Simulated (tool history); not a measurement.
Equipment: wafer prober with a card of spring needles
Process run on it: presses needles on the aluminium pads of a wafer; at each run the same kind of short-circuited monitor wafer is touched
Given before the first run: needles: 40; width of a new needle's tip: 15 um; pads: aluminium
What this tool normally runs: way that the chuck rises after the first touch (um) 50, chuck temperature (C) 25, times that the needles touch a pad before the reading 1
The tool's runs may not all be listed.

run	day	way that the chuck rises after the first touch (um)	chuck temperature (C)	times that the needles touch a pad before the reading	resistance of one needle with its contact and lead (mohm)	way that a needle slides on the pad (um)
1	0.000	50	25	1	215	12.82
2	0.704	50	25	1	227	12.86
# day 1.062: tips cleaned on abrasive film
3	1.675	50	25	1	216	12.92
4	2.808	50	25	1	231	12.90
# day 2.962: tips cleaned on abrasive film
5	3.471	50	25	1	221	12.92
6	4.462	50	25	1	227	12.86
# day 4.829: tips cleaned on abrasive film
7	5.508	50	25	1	218	12.84
8	6.083	50	25	1	221	12.82
# day 6.708: tips cleaned on abrasive film
9	6.742	50	25	1	207	12.79
10	7.604	50	25	1	223	12.75
# day 8.567: tips cleaned on abrasive film
11	8.708	50	54	1	215	12.78
12	9.417	50	54	1	226	12.82
13	9.950	50	25	1	225	12.75
# day 10.429: tips cleaned on abrasive film
14	11.008	50	25	3	208	12.72
15	11.792	50	25	3	212	12.74
# day 12.367: tips cleaned on abrasive film
16	12.404	52	25	1	210	13.33
17	12.954	52	25	1	217	13.27
18	13.642	52	47	1	230	13.19
19	14.129	67	58	1	224	17.09
# day 14.267: tips cleaned on abrasive film
20	15.212	67	106	3	228	17.22
# day 16.125: tips cleaned on abrasive film
21	16.333	50	122	3	231	12.64
22	16.888	43	110	2	243	10.86
23	17.725	37	63	2	240	9.31
# day 17.996: tips cleaned on abrasive film
24	18.796	37	63	2	238	9.20

Run 25 has not been measured yet. What should we expect?
25	19.688	51	37	2	?	?

Logged for run 25: resistance of one needle with its contact and lead (mohm) 220, way that a needle slides on the pad (um) 12.86.
Minus the tool's unlogged condition, the same run would have read resistance of one needle with its contact and lead (mohm) 207, way that a needle slides on the pad (um) 13.17.
